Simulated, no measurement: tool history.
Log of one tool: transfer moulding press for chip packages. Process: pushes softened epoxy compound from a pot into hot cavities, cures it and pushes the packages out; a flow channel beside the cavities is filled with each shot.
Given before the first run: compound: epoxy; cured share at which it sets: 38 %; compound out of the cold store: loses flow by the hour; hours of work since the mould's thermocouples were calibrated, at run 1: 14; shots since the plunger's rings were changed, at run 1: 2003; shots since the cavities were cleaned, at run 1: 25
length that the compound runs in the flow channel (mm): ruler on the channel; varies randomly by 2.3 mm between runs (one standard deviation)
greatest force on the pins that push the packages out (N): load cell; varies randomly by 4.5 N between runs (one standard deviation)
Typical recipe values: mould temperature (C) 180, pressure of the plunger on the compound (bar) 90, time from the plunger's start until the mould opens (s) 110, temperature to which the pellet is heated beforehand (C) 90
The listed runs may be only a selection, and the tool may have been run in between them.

run   hour  mould temperature (C)  pressure of the plunger on the compound (bar)  time from the plunger's start until the mould opens (s)  temperature to which the pellet is heated beforehand (C)  hours of work since the mould's thermocouples were calibrated  shots since the plunger's rings were changed  shots since the cavities were cleaned  incoming compound's hours out of the cold store  length that the compound runs in the flow channel (mm)  greatest force on the pins that push the packages out (N)
  1      0                    180                                             90                                                      110                                                        90                                                             14                                          2003                                     25                                             22.3                                                     957                                                        215
  2   29.3                    180                                             90                                                      110                                                        90                                                             29                                          2261                                    283                                             15.9                                                     980                                                        262
  3   77.6                    180                                             90                                                      110                                                        90                                                             54                                          2684                                    706                                             38.8                                                     881                                                        288
      95.5  -- plunger's sealing rings changed
        97  -- cavities cleaned with cleaning compound and waxed
  4  130.6                    180                                           91.1                                                      110                                                        90                                                             80                                           295                                    295                                             24.6                                                     974                                                        328
  5  164.9                    180                                             90                                                      110                                                        90                                                             98                                           596                                    596                                             27.7                                                     957                                                        301
     192.8  -- cavities cleaned with cleaning compound and waxed
  6  216.7                    182                                             90                                                      110                                                        90                                                            124                                          1037                                    209                                             16.8                                                     984                                                        223
  7  241.1                    182                                             90                                                      110                                                        90                                                            137                                          1251                                    423                                             20.5                                                     966                                                        261
  8  284.4                    182                                             90                                                      110                                                        90                                                            160                                          1631                                    803                                             13.9                                                     988                                                        272
     288.4  -- cavities cleaned with cleaning compound and waxed
  9  308.9                    180                                             90                                                      110                                                        90                                                            172                                          1833                                    180                                             43.7                                                     877                                                        232
     320.7  -- cavities cleaned with cleaning compound and waxed, once more
 10  351.4                    173                                          105.5                                                      133                                                        86                                                            193                                          2193                                    270                                             47.4                                                     961                                                        257
 11  394.4                    184                                             90                                                      110                                                        90                                                            216                                          2570                                    647                                             42.6                                                     852                                                        254
     417.9  -- cavities cleaned with cleaning compound and waxed
     427.4  -- plunger's sealing rings changed
 12  448.9                    182                                             90                                                      125                                                        90                                                            242                                           189                                    251                                             44.4                                                     886                                                        217
 13  486.3                    182                                             90                                                      125                                                        90                                                            262                                           517                                    579                                             20.8                                                     974                                                        242
     515.8  -- cavities cleaned with cleaning compound and waxed
 14  525.4                    182                                           93.4                                                      125                                                        90                                                            282                                           847                                     85                                             20.4                                                     988                                                        188
 15  561.7                    182                                           93.4                                                      125                                                        90                                                            301                                          1165                                    403                                             24.6                                                     966                                                        229
 16  588.1                    180                                             90                                                       99                                                        93                                                            315                                          1396                                    634                                             46.8                                                     866                                                        304
       611  -- cavities cleaned with cleaning compound and waxed
 17  620.4                    180                                             90                                                      114                                                        98                                                            331                                          1667                                     82                                             11.1                                                    1008                                                        209

Selected run-to-run steps in length that the compound runs in the flow channel (mm), each split into two signed amounts: the part the tool would show with no hidden state at all (from settings, incoming material and random variation), and the remainder, which goes to the hidden state together with any gauge scatter not common to the measured and the hidden-state-free results:
Hidden state present: true mould temperature over the reading, C; pressure that reaches the compound, % of what is set; grip of the stained cavities, % over clean ones'; drift of the gauge itself on flow_mm, %; drift of the gauge itself on push_out_n, %.
Run 3 -> 4: pressure of the plunger on the compound (bar) 90 -> 91.1, plunger's sealing rings changed, cavities cleaned with cleaning compound and waxed. length that the compound runs in the flow channel (mm) +93: hidden state +33, all else +60.
Run 16 -> 17: time from the plunger's start until the mould opens (s) 99 -> 114, temperature to which the pellet is heated beforehand (C) 93 -> 98, cavities cleaned with cleaning compound and waxed. length that the compound runs in the flow channel (mm) +142: hidden state -9, all else +151.
